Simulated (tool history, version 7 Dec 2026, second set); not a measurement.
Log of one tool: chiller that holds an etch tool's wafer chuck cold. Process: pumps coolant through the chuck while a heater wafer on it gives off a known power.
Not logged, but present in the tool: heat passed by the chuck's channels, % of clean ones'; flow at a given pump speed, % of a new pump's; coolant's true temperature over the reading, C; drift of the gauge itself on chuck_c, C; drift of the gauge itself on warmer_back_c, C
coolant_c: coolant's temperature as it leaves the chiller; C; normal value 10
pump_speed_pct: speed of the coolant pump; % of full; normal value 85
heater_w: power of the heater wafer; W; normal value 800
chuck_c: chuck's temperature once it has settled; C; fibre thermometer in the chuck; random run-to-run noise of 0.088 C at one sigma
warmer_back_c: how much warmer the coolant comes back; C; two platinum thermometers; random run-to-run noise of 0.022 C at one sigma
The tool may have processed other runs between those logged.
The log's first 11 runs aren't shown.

| run | hour | coolant_c | pump_speed_pct | heater_w | hours since the coolant was changed and the channels were flushed | hours since the pump was overhauled | hours since the chiller's thermometer was calibrated | chuck_c | warmer_back_c |
|---|---|---|---|---|---|---|---|---|---|
| 12 | 1544.6 | 12 | 85 | 800 | 3387 | 3593 | 650 | 17.92 | 2.48 |
| 13 | 1649.4 | 12 | 64 | 800 | 3492 | 3698 | 754 | 19.89 | 3.42 |
| 14 | 1738.3 | 12 | 64 | 800 | 3581 | 3787 | 843 | 19.89 | 3.44 |
| 15 | 1891.0 | 12 | 64 | 1097 | 3734 | 3940 | 996 | 22.55 | 4.66 |
| 16 | 2085.4 | 10 | 85 | 800 | 3928 | 4134 | 1190 | 15.73 | 2.47 |
| 17 | 2241.8 | 6 | 62 | 935 | 4085 | 4291 | 1347 | 15.52 | 4.14 |
| 18 | 2431.8 | 10 | 84 | 703 | 4275 | 4481 | 1537 | 15.28 | 2.24 |
| 19 | 2517.3 | 14 | 64 | 574 | 4360 | 4566 | 1622 | 19.62 | 2.46 |
| 20 | 2694.0 | 14 | 64 | 574 | 4537 | 4743 | 1799 | 19.48 | 2.46 |
| 21 | 2839.1 | 10 | 96 | 651 | 4682 | 4888 | 1944 | 14.13 | 1.81 |
| 22 | 2968.9 | 10 | 96 | 651 | 4812 | 5018 | 2074 | 14.33 | 1.75 |
| 23 | 3141.0 | 10 | 78 | 800 | 4984 | 5190 | 2246 | 16.47 | 2.77 |
| 24 | 3291.7 | 12 | 85 | 498 | 5135 | 5341 | 2397 | 15.55 | 1.59 |
| 25 | 3412.5 | 12 | 85 | 498 | 5255 | 5461 | 2517 | 15.65 | 1.53 |

Run 26 comes next. What will it give?
| 26 | 3575.8 | 14 | 60 | 800 | 5419 | 5625 | 2681 | ? | ? |

For run 26 the tool returned chuck_c 22.35 C, warmer_back_c 3.68 C.
Were there no unlogged condition in the tool, this run, its random variation unchanged, would have produced chuck_c 22.31 C, warmer_back_c 3.66 C.

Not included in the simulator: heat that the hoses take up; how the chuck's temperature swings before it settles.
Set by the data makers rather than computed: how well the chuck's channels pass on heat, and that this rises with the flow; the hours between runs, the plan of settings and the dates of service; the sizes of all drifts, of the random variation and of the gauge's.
